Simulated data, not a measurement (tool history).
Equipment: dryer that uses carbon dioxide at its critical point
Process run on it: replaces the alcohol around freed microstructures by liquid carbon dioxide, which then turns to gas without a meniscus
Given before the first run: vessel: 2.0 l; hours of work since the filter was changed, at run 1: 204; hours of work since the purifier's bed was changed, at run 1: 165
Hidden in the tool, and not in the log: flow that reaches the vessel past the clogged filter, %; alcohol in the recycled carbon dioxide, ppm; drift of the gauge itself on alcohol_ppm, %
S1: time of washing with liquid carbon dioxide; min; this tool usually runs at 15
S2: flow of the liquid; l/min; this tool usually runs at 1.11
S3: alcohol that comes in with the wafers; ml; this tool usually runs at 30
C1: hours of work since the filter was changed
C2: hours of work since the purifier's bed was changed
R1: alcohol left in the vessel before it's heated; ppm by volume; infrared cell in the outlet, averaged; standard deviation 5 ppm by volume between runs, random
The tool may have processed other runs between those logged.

{"run": 1, "day": 0.0, "S1": 15, "S2": 1.11, "S3": 30, "C1": 204, "C2": 165, "R1": 75}
{"run": 2, "day": 0.212, "S1": 15, "S2": 1.11, "S3": 30, "C1": 206, "C2": 167, "R1": 74}
{"run": 3, "day": 0.475, "S1": 15, "S2": 1.11, "S3": 30, "C1": 209, "C2": 170, "R1": 83}
{"run": 4, "day": 0.942, "S1": 15, "S2": 1.67, "S3": 30, "C1": 213, "C2": 174, "R1": 36}
{"run": 5, "day": 1.179, "S1": 15, "S2": 1.11, "S3": 24, "C1": 215, "C2": 176, "R1": 75}
{"run": 6, "day": 1.45, "S1": 10, "S2": 1.11, "S3": 30, "C1": 217, "C2": 178, "R1": 315}
{"run": 7, "day": 1.8, "S1": 10, "S2": 1.11, "S3": 30, "C1": 221, "C2": 182, "R1": 320}
{"run": 8, "day": 1.988, "S1": 10, "S2": 1.11, "S3": 30, "C1": 222, "C2": 183, "R1": 318}
{"run": 9, "day": 2.362, "S1": 10, "S2": 1.11, "S3": 30, "C1": 226, "C2": 187, "R1": 322}
{"run": 10, "day": 2.679, "S1": 10, "S2": 1.11, "S3": 30, "C1": 228, "C2": 189, "R1": 321}
{"run": 11, "day": 2.875, "S1": 15, "S2": 1.11, "S3": 30, "C1": 230, "C2": 191, "R1": 84}
{"run": 12, "day": 3.083, "S1": 15, "S2": 1.11, "S3": 30, "C1": 232, "C2": 193, "R1": 76}
{"run": 13, "day": 3.333, "S1": 15, "S2": 1.11, "S3": 30, "C1": 234, "C2": 195, "R1": 78}
{"run": 14, "day": 3.575, "S1": 15, "S2": 1.11, "S3": 30, "C1": 236, "C2": 197, "R1": 89}
{"run": 15, "day": 4.021, "S1": 14, "S2": 1.48, "S3": 30, "C1": 240, "C2": 201, "R1": 38}
{"run": 16, "day": 4.375, "S1": 16, "S2": 1.11, "S3": 30, "C1": 243, "C2": 204, "R1": 74}
{"run": 17, "day": 4.833, "S1": 16, "S2": 1.11, "S3": 30, "C1": 248, "C2": 209, "R1": 64}
{"run": 18, "day": 5.05, "S1": 16, "S2": 1.11, "S3": 30, "C1": 249, "C2": 211, "R1": 65}
{"run": 19, "day": 5.312, "S1": 9, "S2": 0.94, "S3": 30, "C1": 252, "C2": 213, "R1": 800}
{"run": 20, "day": 5.742, "S1": 9, "S2": 0.87, "S3": 30, "C1": 256, "C2": 217, "R1": 1020}
{"run": 21, "day": 6.179, "S1": 15, "S2": 1.34, "S3": 30, "C1": 260, "C2": 221, "R1": 57}
{"run": 22, "day": 6.596, "S1": 12, "S2": 1.23, "S3": 95, "C1": 263, "C2": 224, "R1": 289}
{"run": 23, "day": 7.058, "S1": 12, "S2": 1.23, "S3": 95, "C1": 267, "C2": 228, "R1": 291}
{"run": 24, "day": 7.392, "S1": 15, "S2": 1.17, "S3": 114, "C1": 270, "C2": 231, "R1": 152}
{"run": 25, "day": 7.679, "S1": 15, "S2": 1.17, "S3": 114, "C1": 273, "C2": 234, "R1": 167}
{"run": 26, "day": 7.962, "S1": 15, "S2": 1.34, "S3": 41, "C1": 275, "C2": 236, "R1": 65}
{"run": 27, "day": 8.246, "S1": 15, "S2": 1.34, "S3": 41, "C1": 278, "C2": 239, "R1": 66}
{"run": 28, "day": 8.554, "S1": 15, "S2": 0.85, "S3": 38, "C1": 281, "C2": 242, "R1": 265}

For each run, the measured value with the value that run would have given without the tool's hidden condition subtracted. The run-to-run variation is shared by both, the gauge scatter possibly not:
run=1 R1=+40
run=2 R1=+41
run=3 R1=+40
run=4 R1=+34
run=5 R1=+39
run=6 R1=+70
run=7 R1=+72
run=8 R1=+72
run=9 R1=+74
run=10 R1=+76
run=11 R1=+46
run=12 R1=+44
run=13 R1=+46
run=14 R1=+47
run=15 R1=+38
run=16 R1=+45
run=17 R1=+46
run=18 R1=+47
run=19 R1=+129
run=20 R1=+147
run=21 R1=+46
run=22 R1=+91
run=23 R1=+95
run=24 R1=+71
run=25 R1=+72
run=26 R1=+50
run=27 R1=+51
run=28 R1=+84
